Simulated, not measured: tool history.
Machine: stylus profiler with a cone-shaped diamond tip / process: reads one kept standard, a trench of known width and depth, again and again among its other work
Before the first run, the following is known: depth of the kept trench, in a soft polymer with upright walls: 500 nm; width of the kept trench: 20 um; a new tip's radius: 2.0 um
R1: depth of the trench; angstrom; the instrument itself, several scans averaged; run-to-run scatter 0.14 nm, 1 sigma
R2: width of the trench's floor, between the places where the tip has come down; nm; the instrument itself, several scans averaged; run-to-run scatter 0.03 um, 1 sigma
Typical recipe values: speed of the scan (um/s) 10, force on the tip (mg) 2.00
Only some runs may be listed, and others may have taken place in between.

{"run": 1, "hour": 0.0, "speed of the scan (um/s)": 10, "force on the tip (mg)": 2.0, "R1": 5021.7, "R2": 16930}
{"run": 2, "hour": 142.0, "speed of the scan (um/s)": 10, "force on the tip (mg)": 3.61, "R1": 5041.9, "R2": 16860}
{"run": 3, "hour": 222.6, "speed of the scan (um/s)": 10, "force on the tip (mg)": 2.0, "R1": 5023.1, "R2": 16850}
{"run": 4, "hour": 352.7, "speed of the scan (um/s)": 10, "force on the tip (mg)": 2.0, "R1": 5025.7, "R2": 16760}
{"run": 5, "hour": 461.5, "speed of the scan (um/s)": 10, "force on the tip (mg)": 2.0, "R1": 5019.8, "R2": 16790}
{"run": 6, "hour": 591.8, "speed of the scan (um/s)": 10, "force on the tip (mg)": 2.0, "R1": 5014.8, "R2": 16680}
{"run": 7, "hour": 716.3, "speed of the scan (um/s)": 6, "force on the tip (mg)": 2.55, "R1": 5017.0, "R2": 16720}
{"run": 8, "hour": 841.1, "speed of the scan (um/s)": 3, "force on the tip (mg)": 3.39, "R1": 5026.6, "R2": 16700}
{"run": 9, "hour": 974.6, "speed of the scan (um/s)": 8, "force on the tip (mg)": 3.12, "R1": 5025.5, "R2": 16660}
{"run": 10, "hour": 1037.6, "speed of the scan (um/s)": 36, "force on the tip (mg)": 1.62, "R1": 5006.4, "R2": 16400}
{"run": 11, "hour": 1137.6, "speed of the scan (um/s)": 10, "force on the tip (mg)": 0.99, "R1": 4998.1, "R2": 16500}
{"run": 12, "hour": 1279.4, "speed of the scan (um/s)": 10, "force on the tip (mg)": 0.99, "R1": 4993.6, "R2": 16500}

Not shown here: 1 entry made in the log between runs. Locate each between two listed runs and compare the hidden state at the listed run before it with the hidden state at the listed run after it:
Run 5 -> run 6: height scale calibrated on a step standard (hour 533.1)
  radius of the tip, um: 2.75 -> 2.81; height scale over the true one, %: -0.277 -> -0.398
  difference, measured minus the result without the unlogged condition, R1: -13.9 -> -20.0 angstrom; R2: -520 -> -560 nm
